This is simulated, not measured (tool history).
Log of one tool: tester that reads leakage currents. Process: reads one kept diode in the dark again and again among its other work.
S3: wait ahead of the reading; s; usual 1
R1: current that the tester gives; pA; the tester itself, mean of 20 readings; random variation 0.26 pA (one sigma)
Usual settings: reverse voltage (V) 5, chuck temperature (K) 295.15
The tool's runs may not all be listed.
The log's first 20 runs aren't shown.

{"run": 21, "hour": 634.2, "reverse voltage (V)": 1.02, "chuck temperature (K)": 295.15, "S3": 1, "R1": 35.92}
{"run": 22, "hour": 667.4, "reverse voltage (V)": 5.83, "chuck temperature (K)": 314.15, "S3": 1, "R1": 448.88}
{"run": 23, "hour": 710.2, "reverse voltage (V)": 5.83, "chuck temperature (K)": 314.15, "S3": 1, "R1": 449}
{"run": 24, "hour": 755.3, "reverse voltage (V)": 1.42, "chuck temperature (K)": 296.15, "S3": 1.94, "R1": 46.66}
{"run": 25, "hour": 782.9, "reverse voltage (V)": 10.53, "chuck temperature (K)": 307.15, "S3": 7.87, "R1": 347.16}
{"run": 26, "hour": 817.0, "reverse voltage (V)": 10.53, "chuck temperature (K)": 307.15, "S3": 7.87, "R1": 348.97}
{"run": 27, "hour": 838.5, "reverse voltage (V)": 10.53, "chuck temperature (K)": 300.15, "S3": 7.06, "R1": 192.78}
{"run": 28, "hour": 859.6, "reverse voltage (V)": 19.57, "chuck temperature (K)": 314.15, "S3": 1, "R1": 858}
{"run": 29, "hour": 895.5, "reverse voltage (V)": 19.57, "chuck temperature (K)": 314.15, "S3": 1, "R1": 856.24}
{"run": 30, "hour": 931.5, "reverse voltage (V)": 5, "chuck temperature (K)": 295.15, "S3": 0.38, "R1": 85.72}
{"run": 31, "hour": 953.3, "reverse voltage (V)": 5, "chuck temperature (K)": 302.15, "S3": 0.63, "R1": 155.5}
{"run": 32, "hour": 993.0, "reverse voltage (V)": 5, "chuck temperature (K)": 298.15, "S3": 1.85, "R1": 108.83}
{"run": 33, "hour": 1038.6, "reverse voltage (V)": 2.83, "chuck temperature (K)": 319.15, "S3": 0.93, "R1": 449.59}
{"run": 34, "hour": 1079.4, "reverse voltage (V)": 11.42, "chuck temperature (K)": 319.15, "S3": 0.55, "R1": 946.76}
{"run": 35, "hour": 1122.3, "reverse voltage (V)": 2.01, "chuck temperature (K)": 301.15, "S3": 0.55, "R1": 87.35}
{"run": 36, "hour": 1167.3, "reverse voltage (V)": 2.01, "chuck temperature (K)": 301.15, "S3": 0.55, "R1": 87.42}
{"run": 37, "hour": 1193.6, "reverse voltage (V)": 2.01, "chuck temperature (K)": 301.15, "S3": 0.55, "R1": 87.24}
{"run": 38, "hour": 1224.8, "reverse voltage (V)": 4.84, "chuck temperature (K)": 305.15, "S3": 1, "R1": 194.19}
{"run": 39, "hour": 1256.0, "reverse voltage (V)": 2.43, "chuck temperature (K)": 313.15, "S3": 7.32, "R1": 257.65}
{"run": 40, "hour": 1299.7, "reverse voltage (V)": 2.43, "chuck temperature (K)": 295.15, "S3": 9.35, "R1": 56.7}
{"run": 41, "hour": 1335.4, "reverse voltage (V)": 2.43, "chuck temperature (K)": 295.15, "S3": 9.35, "R1": 56.68}

3 ways to go on from here, each from the tool as it stands after run 41. What would each give?
{"run": "A", "hour": 1366.0, "reverse voltage (V)": 17.14, "chuck temperature (K)": 319.15, "S3": 5.34, "R1": "?"}
{"run": "B", "hour": 1366.0, "reverse voltage (V)": 2.43, "chuck temperature (K)": 304.15, "S3": 3.93, "R1": "?"}
{"run": "C", "hour": 1366.0, "reverse voltage (V)": 5, "chuck temperature (K)": 323.15, "S3": 1, "R1": "?"}

run=A R1=1168
run=B R1=124.02
run=C R1=825.21
Without the tool's hidden state the same runs would have given:
run=A R1=1169.28
run=B R1=124.16
run=C R1=826.27
